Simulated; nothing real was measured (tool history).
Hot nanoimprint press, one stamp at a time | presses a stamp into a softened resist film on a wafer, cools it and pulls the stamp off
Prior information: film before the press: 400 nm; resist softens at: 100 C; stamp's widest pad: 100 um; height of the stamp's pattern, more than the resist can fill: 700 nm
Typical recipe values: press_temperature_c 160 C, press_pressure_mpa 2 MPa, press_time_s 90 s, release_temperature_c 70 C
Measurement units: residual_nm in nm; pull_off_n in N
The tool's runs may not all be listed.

| run | hour | press_temperature_c | press_pressure_mpa | press_time_s | release_temperature_c | residual_nm | pull_off_n |
|---|---|---|---|---|---|---|---|
| 1 | 0 | 160 | 2 | 90 | 70 | 191.9 | 89 |
| 2 | 9.3 | 160 | 2 | 90 | 70 | 193 | 92 |
| 3 | 21.6 | 160 | 2 | 90 | 70 | 192.1 | 96 |
| 4 | 32.7 | 163 | 2 | 90 | 70 | 173.2 | 95 |
| 5 | 53.3 | 160 | 2 | 124 | 70 | 169.8 | 97 |
|  | 57.7 | plate thermocouple calibrated |
| 6 | 70.9 | 160 | 2 | 124 | 70 | 166.7 | 96 |
| 7 | 85.7 | 160 | 2 | 124 | 70 | 166.4 | 97 |
| 8 | 97 | 157 | 2.48 | 136 | 70 | 163.4 | 98 |
| 9 | 111.7 | 159 | 2 | 94 | 60 | 190.7 | 126 |
|  | 133.2 | plate thermocouple calibrated, once more |
| 10 | 134.1 | 166 | 1.6 | 90 | 60 | 177.8 | 128 |

Run 11 comes next. What will it give?
| 11 | 145 | 166 | 1.6 | 90 | 60 | ? | ? |

Run 11 measured residual_nm 178.1 nm, pull_off_n 127 N.
With no hidden state in the tool, this same run would have given residual_nm 177.6 nm, pull_off_n 108 N.

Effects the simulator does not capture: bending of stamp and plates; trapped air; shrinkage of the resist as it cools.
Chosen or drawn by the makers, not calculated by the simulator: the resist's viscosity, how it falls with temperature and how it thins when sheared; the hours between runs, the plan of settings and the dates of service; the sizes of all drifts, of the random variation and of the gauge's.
